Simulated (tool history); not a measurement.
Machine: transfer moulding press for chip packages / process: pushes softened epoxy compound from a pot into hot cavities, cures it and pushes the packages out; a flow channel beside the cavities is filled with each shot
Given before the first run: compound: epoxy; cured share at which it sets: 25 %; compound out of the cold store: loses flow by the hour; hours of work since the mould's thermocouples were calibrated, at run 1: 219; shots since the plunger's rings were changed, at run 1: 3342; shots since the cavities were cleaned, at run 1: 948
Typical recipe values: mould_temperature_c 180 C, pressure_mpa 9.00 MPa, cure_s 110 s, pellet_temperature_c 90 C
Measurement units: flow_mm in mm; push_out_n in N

| run | hour | mould_temperature_c | pressure_mpa | cure_s | pellet_temperature_c | hours of work since the mould's thermocouples were calibrated | shots since the plunger's rings were changed | shots since the cavities were cleaned | incoming compound's hours out of the cold store | flow_mm | push_out_n |
|---|---|---|---|---|---|---|---|---|---|---|---|
| 1 | 0.0 | 180 | 9.00 | 110 | 90 | 219 | 3342 | 948 | 26.4 | 665 | 335 |
| 2 | 7.1 | 180 | 9.89 | 110 | 90 | 224 | 3432 | 1038 | 13.5 | 732 | 352 |
|  | 15.7 | cavities cleaned with cleaning compound and waxed |
| 3 | 16.7 | 180 | 9.89 | 110 | 90 | 230 | 3533 | 13 | 37.4 | 672 | 337 |
| 4 | 26.9 | 180 | 9.00 | 110 | 90 | 237 | 3662 | 142 | 20.1 | 681 | 328 |
| 5 | 33.0 | 180 | 9.00 | 110 | 90 | 241 | 3738 | 218 | 45.9 | 618 | 317 |
| 6 | 41.4 | 180 | 9.00 | 110 | 90 | 248 | 3844 | 324 | 10.8 | 706 | 333 |
| 7 | 47.7 | 180 | 9.00 | 110 | 90 | 252 | 3923 | 403 | 35.8 | 643 | 318 |
| 8 | 52.2 | 180 | 9.00 | 110 | 90 | 255 | 3979 | 459 | 47.1 | 617 | 315 |
| 9 | 56.6 | 180 | 9.00 | 110 | 90 | 258 | 4036 | 516 | 19.1 | 685 | 326 |
| 10 | 65.0 | 180 | 9.00 | 110 | 90 | 264 | 4141 | 621 | 42.0 | 629 | 327 |
| 11 | 74.2 | 180 | 9.00 | 110 | 90 | 271 | 4256 | 736 | 8.2 | 712 | 345 |
| 12 | 81.2 | 180 | 9.06 | 110 | 90 | 276 | 4345 | 825 | 28.5 | 663 | 324 |
| 13 | 89.0 | 180 | 9.76 | 110 | 90 | 281 | 4443 | 923 | 13.2 | 726 | 336 |
| 14 | 100.0 | 180 | 9.76 | 110 | 90 | 289 | 4580 | 1060 | 17.9 | 715 | 340 |
|  | 106.4 | cavities cleaned with cleaning compound and waxed |
| 15 | 110.7 | 180 | 9.76 | 110 | 90 | 296 | 4696 | 53 | 47.8 | 644 | 306 |
|  | 119.5 | plunger's sealing rings changed |
| 16 | 123.0 | 176 | 6.97 | 121 | 97 | 303 | 43 | 176 | 22.1 | 609 | 357 |
| 17 | 131.4 | 185 | 7.43 | 116 | 85 | 309 | 150 | 283 | 35.6 | 575 | 253 |
| 18 | 138.2 | 185 | 7.43 | 116 | 85 | 314 | 235 | 368 | 30.6 | 584 | 261 |
| 19 | 147.2 | 185 | 7.43 | 116 | 85 | 320 | 348 | 481 | 39.1 | 569 | 271 |
| 20 | 152.5 | 181 | 9.00 | 128 | 86 | 324 | 414 | 547 | 24.4 | 666 | 269 |
| 21 | 163.4 | 180 | 9.00 | 146 | 93 | 332 | 551 | 684 | 39.3 | 635 | 245 |
| 22 | 169.0 | 180 | 9.00 | 123 | 93 | 336 | 622 | 755 | 36.0 | 641 | 269 |
| 23 | 177.6 | 180 | 9.07 | 123 | 95 | 342 | 730 | 863 | 46.5 | 623 | 276 |
| 24 | 186.8 | 180 | 7.09 | 92 | 89 | 348 | 846 | 979 | 45.4 | 553 | 473 |
| 25 | 197.3 | 180 | 10.82 | 110 | 99 | 356 | 977 | 1110 | 42.1 | 690 | 314 |
|  | 199.9 | cavities cleaned with cleaning compound and waxed |
| 26 | 208.0 | 180 | 10.82 | 110 | 99 | 362 | 1093 | 101 | 45.3 | 678 | 317 |
| 27 | 219.0 | 180 | 9.00 | 108 | 98 | 370 | 1232 | 240 | 19.6 | 682 | 343 |
| 28 | 228.1 | 175 | 9.00 | 119 | 100 | 377 | 1346 | 354 | 31.4 | 669 | 400 |
| 29 | 232.5 | 175 | 9.01 | 119 | 98 | 380 | 1402 | 410 | 43.7 | 640 | 369 |

What if the next run were any one of these 4? Each begins from the tool's condition after run 29:
| A | 237.6 | 175 | 7.11 | 110 | 90 | 384 | 1466 | 474 | 20.4 | ? | ? |
| B | 237.6 | 180 | 10.46 | 110 | 86 | 384 | 1466 | 474 | 17.2 | ? | ? |
| C | 237.6 | 187 | 9.01 | 108 | 98 | 384 | 1466 | 474 | 10.7 | ? | ? |
| D | 237.6 | 175 | 9.00 | 110 | 90 | 384 | 1466 | 474 | 32.7 | ? | ? |

| run | flow_mm | push_out_n |
|---|---|---|
| A | 622 | 467 |
| B | 741 | 338 |
| C | 680 | 268 |
| D | 669 | 459 |
Without the tool's unlogged condition, the same runs would have read:
| run | flow_mm | push_out_n |
|---|---|---|
| A | 622 | 462 |
| B | 742 | 334 |
| C | 680 | 265 |
| D | 669 | 454 |
